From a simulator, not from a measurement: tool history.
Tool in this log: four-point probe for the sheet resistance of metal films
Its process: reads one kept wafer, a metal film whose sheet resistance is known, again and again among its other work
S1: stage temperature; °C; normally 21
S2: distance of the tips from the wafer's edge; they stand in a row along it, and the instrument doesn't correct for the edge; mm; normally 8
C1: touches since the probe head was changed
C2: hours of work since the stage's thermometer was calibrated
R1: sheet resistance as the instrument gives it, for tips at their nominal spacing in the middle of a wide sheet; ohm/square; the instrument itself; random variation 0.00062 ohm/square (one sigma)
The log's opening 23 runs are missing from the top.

{"run": 24, "hour": 565.1, "S1": 21, "S2": 8, "C1": 93771, "C2": 142, "R1": 3.116877}
{"run": 25, "hour": 595.6, "S1": 20, "S2": 10, "C1": 95780, "C2": 165, "R1": 3.111455}
{"run": 26, "hour": 618.4, "S1": 34, "S2": 8, "C1": 97273, "C2": 181, "R1": 3.147411}
{"run": 27, "hour": 647.3, "S1": 21, "S2": 9, "C1": 99172, "C2": 203, "R1": 3.116226}
{"run": 28, "hour": 678.4, "S1": 21, "S2": 9, "C1": 101210, "C2": 226, "R1": 3.115754}
{"run": 29, "hour": 708.2, "S1": 18, "S2": 21, "C1": 103169, "C2": 248, "R1": 3.10321}
{"run": 30, "hour": 742.2, "S1": 25, "S2": 8, "C1": 105399, "C2": 273, "R1": 3.130022}
{"run": 31, "hour": 764.3, "S1": 25, "S2": 8, "C1": 106849, "C2": 289, "R1": 3.128727}
{"run": 32, "hour": 779.9, "S1": 25, "S2": 8, "C1": 107879, "C2": 300, "R1": 3.129721}
{"run": 33, "hour": 806.1, "S1": 25, "S2": 6, "C1": 109597, "C2": 320, "R1": 3.138236}
{"run": 34, "hour": 824.3, "S1": 25, "S2": 6, "C1": 110787, "C2": 333, "R1": 3.138667}
{"run": 35, "hour": 852.3, "S1": 18, "S2": 6, "C1": 112631, "C2": 354, "R1": 3.122951}
{"run": 36, "hour": 875.4, "S1": 19, "S2": 7, "C1": 114145, "C2": 371, "R1": 3.120037}
{"run": 37, "hour": 907.0, "S1": 19, "S2": 7, "C1": 116216, "C2": 394, "R1": 3.120953}
{"run": 38, "hour": 941.6, "S1": 32, "S2": 23, "C1": 118490, "C2": 419, "R1": 3.138328}
{"run": 39, "hour": 968.0, "S1": 32, "S2": 23, "C1": 120222, "C2": 439, "R1": 3.139686}
{"run": 40, "hour": 1002.0, "S1": 21, "S2": 13, "C1": 122459, "C2": 464, "R1": 3.116532}
{"run": 41, "hour": 1026.2, "S1": 21, "S2": 13, "C1": 124043, "C2": 482, "R1": 3.11856}
{"run": 42, "hour": 1056.5, "S1": 34, "S2": 13, "C1": 126031, "C2": 504, "R1": 3.147822}
{"run": 43, "hour": 1086.4, "S1": 24, "S2": 8, "C1": 127995, "C2": 526, "R1": 3.132191}
{"run": 44, "hour": 1108.0, "S1": 24, "S2": 8, "C1": 129415, "C2": 542, "R1": 3.133549}

Predict each of these 4 candidate next runs independently; none follows another, all start after run 44:
{"run": "A", "hour": 1126.6, "S1": 33, "S2": 8, "C1": 130638, "C2": 556, "R1": "?"}
{"run": "B", "hour": 1126.6, "S1": 34, "S2": 4, "C1": 130638, "C2": 556, "R1": "?"}
{"run": "C", "hour": 1126.6, "S1": 19, "S2": 3, "C1": 130638, "C2": 556, "R1": "?"}
{"run": "D", "hour": 1126.6, "S1": 18, "S2": 16, "C1": 130638, "C2": 556, "R1": "?"}

run=A R1=3.154212
run=B R1=3.187016
run=C R1=3.184401
run=D R1=3.111358
The same runs, with their run-to-run variation unchanged, on a tool lacking any hidden condition would have given:
run=A R1=3.123486
run=B R1=3.155996
run=C R1=3.153416
run=D R1=3.081028
